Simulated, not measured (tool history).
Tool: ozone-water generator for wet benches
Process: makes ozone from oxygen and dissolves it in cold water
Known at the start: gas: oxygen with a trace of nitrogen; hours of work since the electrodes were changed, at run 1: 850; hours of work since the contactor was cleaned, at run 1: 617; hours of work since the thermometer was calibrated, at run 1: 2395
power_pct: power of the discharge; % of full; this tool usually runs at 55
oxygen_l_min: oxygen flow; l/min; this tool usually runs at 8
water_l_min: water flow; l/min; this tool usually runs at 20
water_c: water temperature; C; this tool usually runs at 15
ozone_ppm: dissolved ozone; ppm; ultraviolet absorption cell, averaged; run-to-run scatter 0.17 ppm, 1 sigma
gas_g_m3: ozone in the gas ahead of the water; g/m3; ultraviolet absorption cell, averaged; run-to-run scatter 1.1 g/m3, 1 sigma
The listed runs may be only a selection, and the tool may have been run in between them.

run,day,power_pct,oxygen_l_min,water_l_min,water_c,hours of work since the electrodes were changed,hours of work since the contactor was cleaned,hours of work since the thermometer was calibrated,ozone_ppm,gas_g_m3
1,0,55,8,20,15,850,617,2395,23.2,186.9
2,1.442,55,8,20,15,878,646,2423,23,187.6
3,2.475,42,8,20,15,899,666,2444,20,161.9
4,3.612,55,8,20,15,921,689,2466,23.1,187.7
5,5.554,55,8,20,15,960,727,2505,23.3,186.4
6,6.45,55,8,20,16,977,745,2523,23.1,189.9
7,7.617,55,8,20,16,1001,768,2546,22.7,188.9
8,8.608,55,8,20,16,1020,787,2565,22.8,186.5
9,9.633,74,12.33,20,15,1041,808,2586,27.2,186.7
10,10.692,87,7.03,31,18,1062,829,2607,18.1,253.9
11,12.046,87,10.7,31,11,1088,856,2633,21.7,215.5
12,13.404,87,10.7,31,11,1115,882,2660,21.8,215.4
13,14.692,87,9.16,31,16,1141,908,2686,20.1,229.8
14,16.708,82,10.94,32,18,1181,948,2726,18.1,208.7
15,18.679,69,8,24,15,1220,987,2765,22.2,213.9
16,20.617,52,8,12,9,1258,1025,2803,37.1,183.4

Each row is a separate what-if for the run after 16, all from the same tool condition, not one after another. Results?
A,22.275,55,8,30,15,1291,1058,2836,?,?
B,22.275,52,7.22,12,9,1291,1058,2836,?,?
C,22.275,55,8,20,16,1291,1058,2836,?,?
D,22.275,65,8,20,15,1291,1058,2836,?,?

run,ozone_ppm,gas_g_m3
A,16,190.4
B,37.2,193.7
C,23,192.2
D,25.8,209.6
Without the tool's hidden state the same runs would have given:
run,ozone_ppm,gas_g_m3
A,16,188.1
B,37.2,191.3
C,23,189.8
D,25.9,207

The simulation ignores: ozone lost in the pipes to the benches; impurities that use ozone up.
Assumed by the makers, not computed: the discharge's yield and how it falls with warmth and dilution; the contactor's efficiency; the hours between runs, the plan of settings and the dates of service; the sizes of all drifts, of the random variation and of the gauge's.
